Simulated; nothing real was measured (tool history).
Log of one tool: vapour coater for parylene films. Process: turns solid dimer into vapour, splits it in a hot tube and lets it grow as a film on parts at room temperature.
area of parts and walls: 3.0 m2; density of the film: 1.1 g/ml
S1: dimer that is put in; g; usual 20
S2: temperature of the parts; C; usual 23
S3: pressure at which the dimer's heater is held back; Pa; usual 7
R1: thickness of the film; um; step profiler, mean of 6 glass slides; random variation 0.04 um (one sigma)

{"run": 1, "hour": 0.0, "S1": 20, "S2": 23, "S3": 7, "R1": 4.28}
{"run": 2, "hour": 51.7, "S1": 20, "S2": 23, "S3": 7, "R1": 4.3}
{"run": 3, "hour": 83.8, "S1": 20, "S2": 23, "S3": 7, "R1": 4.29}
{"run": 4, "hour": 130.4, "S1": 20, "S2": 23, "S3": 7, "R1": 4.28}
{"run": 5, "hour": 159.0, "S1": 20, "S2": 23, "S3": 6.77, "R1": 4.36}
{"run": 6, "hour": 217.8, "S1": 20, "S2": 23, "S3": 6.77, "R1": 4.3}
{"run": 7, "hour": 278.6, "S1": 20, "S2": 23, "S3": 6.77, "R1": 4.35}
{"run": 8, "hour": 335.4, "S1": 20, "S2": 23, "S3": 6.77, "R1": 4.33}
{"run": 9, "hour": 383.7, "S1": 20, "S2": 23, "S3": 6.77, "R1": 4.39}
{"run": 10, "hour": 438.1, "S1": 20, "S2": 23, "S3": 6.77, "R1": 4.28}
{"run": 11, "hour": 498.2, "S1": 20, "S2": 23, "S3": 5, "R1": 4.62}
{"run": 12, "hour": 543.7, "S1": 20, "S2": 23, "S3": 5, "R1": 4.42}
{"run": 13, "hour": 572.2, "S1": 17, "S2": 23, "S3": 5, "R1": 3.91}
{"run": 14, "hour": 635.9, "S1": 17, "S2": 23, "S3": 5, "R1": 3.86}
{"run": 15, "hour": 671.0, "S1": 20, "S2": 34, "S3": 7, "R1": 2.53}
{"run": 16, "hour": 714.6, "S1": 20, "S2": 34, "S3": 7, "R1": 2.49}
{"run": 17, "hour": 759.8, "S1": 20, "S2": 34, "S3": 7, "R1": 2.55}
{"run": 18, "hour": 823.9, "S1": 20, "S2": 34, "S3": 7, "R1": 2.51}
{"run": 19, "hour": 859.7, "S1": 20, "S2": 34, "S3": 7, "R1": 2.51}
{"run": 20, "hour": 891.2, "S1": 23, "S2": 23, "S3": 7, "R1": 4.86}
{"run": 21, "hour": 935.6, "S1": 20, "S2": 23, "S3": 7, "R1": 4.19}
{"run": 22, "hour": 989.9, "S1": 20, "S2": 23, "S3": 4.44, "R1": 4.61}
{"run": 23, "hour": 1049.0, "S1": 20, "S2": 23, "S3": 7, "R1": 4.29}
{"run": 24, "hour": 1088.2, "S1": 20, "S2": 23, "S3": 7, "R1": 4.27}
{"run": 25, "hour": 1138.0, "S1": 9, "S2": 23, "S3": 3.82, "R1": 2.19}
{"run": 26, "hour": 1189.8, "S1": 9, "S2": 23, "S3": 3.82, "R1": 2.16}
{"run": 27, "hour": 1225.2, "S1": 19, "S2": 18, "S3": 7, "R1": 5.13}
{"run": 28, "hour": 1271.1, "S1": 19, "S2": 18, "S3": 7, "R1": 5.14}
{"run": 29, "hour": 1303.5, "S1": 10, "S2": 18, "S3": 7, "R1": 2.71}
{"run": 30, "hour": 1341.7, "S1": 10, "S2": 18, "S3": 7, "R1": 2.76}
{"run": 31, "hour": 1376.5, "S1": 10, "S2": 18, "S3": 7, "R1": 2.73}
{"run": 32, "hour": 1423.7, "S1": 10, "S2": 18, "S3": 7, "R1": 2.83}
{"run": 33, "hour": 1450.4, "S1": 12, "S2": 19, "S3": 2.06, "R1": 3.53}
{"run": 34, "hour": 1479.4, "S1": 12, "S2": 21, "S3": 3.57, "R1": 3.21}
{"run": 35, "hour": 1535.2, "S1": 12, "S2": 21, "S3": 3.57, "R1": 3.21}
{"run": 36, "hour": 1570.6, "S1": 33, "S2": 16, "S3": 5.41, "R1": 9.68}
{"run": 37, "hour": 1611.3, "S1": 23, "S2": 20, "S3": 5.64, "R1": 5.91}
{"run": 38, "hour": 1655.2, "S1": 11, "S2": 19, "S3": 7, "R1": 2.81}
{"run": 39, "hour": 1709.9, "S1": 18, "S2": 33, "S3": 2.22, "R1": 2.96}
{"run": 40, "hour": 1765.3, "S1": 18, "S2": 16, "S3": 2.22, "R1": 5.34}
{"run": 41, "hour": 1824.4, "S1": 19, "S2": 25, "S3": 2.42, "R1": 4.54}
{"run": 42, "hour": 1883.4, "S1": 10, "S2": 31, "S3": 7.77, "R1": 1.45}
{"run": 43, "hour": 1925.4, "S1": 18, "S2": 15, "S3": 7, "R1": 5.26}
{"run": 44, "hour": 1953.0, "S1": 26, "S2": 21, "S3": 7, "R1": 6.16}
{"run": 45, "hour": 1997.4, "S1": 26, "S2": 21, "S3": 7, "R1": 6.13}
{"run": 46, "hour": 2060.3, "S1": 20, "S2": 17, "S3": 7.18, "R1": 5.72}
{"run": 47, "hour": 2090.7, "S1": 17, "S2": 29, "S3": 4.13, "R1": 3.02}

Not shown: 2 entries that the log had between the listed runs. Between which runs, and how does the tool's hidden state differ before and after?
Between runs 6 and 7: trap's valve overhauled (hour 275.1)
  vapour lost through the trap's worn valve, %: 0.3 -> 0
Between runs 36 and 37: trap's valve overhauled (hour 1601)
  vapour lost through the trap's worn valve, %: 0.3 -> 0

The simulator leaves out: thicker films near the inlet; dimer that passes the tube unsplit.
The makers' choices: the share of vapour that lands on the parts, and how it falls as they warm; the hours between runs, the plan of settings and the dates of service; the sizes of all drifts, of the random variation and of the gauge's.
